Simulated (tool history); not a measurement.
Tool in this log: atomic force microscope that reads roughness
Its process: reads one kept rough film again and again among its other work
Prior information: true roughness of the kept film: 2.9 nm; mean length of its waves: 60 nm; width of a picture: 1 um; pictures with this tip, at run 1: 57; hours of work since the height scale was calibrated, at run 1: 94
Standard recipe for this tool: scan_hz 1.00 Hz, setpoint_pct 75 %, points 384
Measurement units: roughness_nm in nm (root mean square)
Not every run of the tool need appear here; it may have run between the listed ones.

run	hour	scan_hz	setpoint_pct	points	pictures with this tip	hours of work since the height scale was calibrated	roughness_nm
1	0.0	1.00	75	384	57	94	2.696
2	17.6	1.00	75	278	101	107	2.668
3	30.4	1.00	75	278	133	116	2.645
4	49.8	1.00	75	278	182	131	2.602
5	61.4	1.00	75	278	210	139	2.589
6	78.6	1.00	75	384	253	152	2.580
# hour 87.3: new tip fitted
7	98.1	1.00	75	384	27	166	2.708
8	110.0	1.00	81	384	56	175	2.675
9	122.2	1.00	75	384	87	184	2.673
10	136.2	1.00	75	384	122	194	2.669
11	154.2	1.00	75	384	167	208	2.617
12	165.1	1.00	75	384	194	216	2.603
13	183.5	3.05	59	330	240	229	2.562
# hour 198.8: new tip fitted
14	203.3	3.05	59	330	12	243	2.712
15	225.0	1.14	59	847	66	259	2.726
16	235.4	0.93	75	384	92	267	2.674
17	255.2	2.30	75	384	141	282	2.545
18	272.0	2.30	75	384	183	294	2.532
19	286.4	0.69	83	335	219	305	2.598
20	302.2	1.86	63	603	258	317	2.579
# hour 309.9: new tip fitted
21	322.6	2.39	72	745	32	331	2.658
22	340.9	1.42	89	592	77	345	2.548
23	352.4	1.42	78	276	106	353	2.614
24	362.2	0.81	87	569	131	361	2.626

Alternative continuations, all from the tool just after run 24; predict every row:
A	375.4	3.36	90	520	164	370	?
B	375.4	3.04	64	569	164	370	?
C	375.4	2.30	87	569	164	370	?
D	375.4	0.88	66	569	164	370	?
E	375.4	2.18	75	690	164	370	?

run	roughness_nm
A	2.251
B	2.590
C	2.422
D	2.664
E	2.557
With the hidden condition removed and each run's random variation left untouched, the same runs would have given:
run	roughness_nm
A	2.327
B	2.676
C	2.503
D	2.753
E	2.643
